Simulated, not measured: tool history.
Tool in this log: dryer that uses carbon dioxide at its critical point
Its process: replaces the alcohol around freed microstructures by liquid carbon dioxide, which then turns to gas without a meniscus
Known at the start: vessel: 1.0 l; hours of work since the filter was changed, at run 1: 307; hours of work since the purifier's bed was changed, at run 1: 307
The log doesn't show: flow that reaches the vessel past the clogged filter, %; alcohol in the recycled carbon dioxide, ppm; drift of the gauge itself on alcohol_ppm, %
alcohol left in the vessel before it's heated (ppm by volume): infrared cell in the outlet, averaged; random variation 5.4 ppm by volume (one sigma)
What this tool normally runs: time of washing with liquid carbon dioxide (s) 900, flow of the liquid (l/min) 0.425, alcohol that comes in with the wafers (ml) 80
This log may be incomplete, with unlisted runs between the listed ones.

run	hour	time of washing with liquid carbon dioxide (s)	flow of the liquid (l/min)	alcohol that comes in with the wafers (ml)	hours of work since the filter was changed	hours of work since the purifier's bed was changed	alcohol left in the vessel before it's heated (ppm by volume)
1	0	900	0.425	80	307	307	288
2	31.8	900	0.425	100	331	331	359
3	49.9	900	0.425	100	345	345	368
4	87.2	900	0.425	81	373	373	330
5	125.7	660	0.425	80	402	402	1353
6	157	660	0.425	80	426	426	1386
7	182.8	660	0.425	80	445	445	1444
8	214.5	900	0.425	80	469	469	402
9	241.3	900	0.425	80	489	489	413
10	268.2	900	0.425	80	510	510	423
11	290.8	900	0.425	80	527	527	426
# hour 310.2: purifier's bed changed
# hour 314.4: inlet filter changed
12	330.8	900	0.425	80	12	15	156
13	354.5	900	0.48	80	30	33	69
14	379	900	0.48	80	49	51	81
15	413.2	900	0.627	80	75	77	26
16	434.3	900	0.627	80	91	93	24
17	450.5	900	0.627	80	103	105	31
18	467.2	900	0.425	80	115	118	193
19	487.5	900	0.425	80	131	133	205
20	505.5	900	0.425	80	144	147	215
21	536.5	900	0.425	21	168	170	80
22	563.5	900	0.494	21	188	190	41
23	593.6	900	0.425	80	211	213	244
24	625.3	900	0.425	80	235	237	263
25	650	900	0.425	80	253	256	266
26	671.6	900	0.714	49	269	272	55
27	703.8	900	0.297	68	294	296	1252
28	725.2	900	0.338	80	310	312	892
29	741	900	0.338	80	322	324	929
30	774.9	900	0.338	80	347	350	931
31	808.2	660	0.425	62	373	375	1028
32	845.4	660	0.425	62	401	403	1088
33	866.5	660	0.425	62	417	419	1096
34	884.5	840	0.443	97	430	432	512
35	918.2	840	0.443	97	456	458	527
36	945.3	900	0.276	44	476	478	1380
37	977.8	660	0.677	54	500	503	157
38	999.4	660	0.677	54	517	519	172
# hour 1030.1: purifier's bed changed
# hour 1035.7: inlet filter changed
39	1035.9	1140	0.399	35	0	4	32
40	1063.7	900	0.392	80	21	25	257
41	1098.8	900	0.392	80	48	51	272
42	1116.9	840	0.296	80	61	65	1467
43	1135.8	840	0.296	80	76	79	1513
44	1155.4	840	0.296	80	90	94	1548
45	1187.5	720	0.541	35	115	118	85
46	1218.5	720	0.541	35	138	141	90

Subtracting, for every run, the result it would have given without the tool's unlogged condition from the measured result gives the following. The same run-to-run variation enters both numbers; the gauge's scatter may not:
run	alcohol left in the vessel before it's heated (ppm by volume)
1	+142
2	+185
3	+194
4	+184
5	+594
6	+633
7	+680
8	+248
9	+265
10	+276
11	+290
12	+14
13	+13
14	+18
15	+13
16	+15
17	+17
18	+53
19	+62
20	+69
21	+39
22	+32
23	+99
24	+112
25	+122
26	+38
27	+431
28	+357
29	+382
30	+404
31	+445
32	+496
33	+513
34	+300
35	+321
36	+638
37	+126
38	+132
39	+1
40	+17
41	+31
42	+123
43	+151
44	+177
45	+29
46	+35
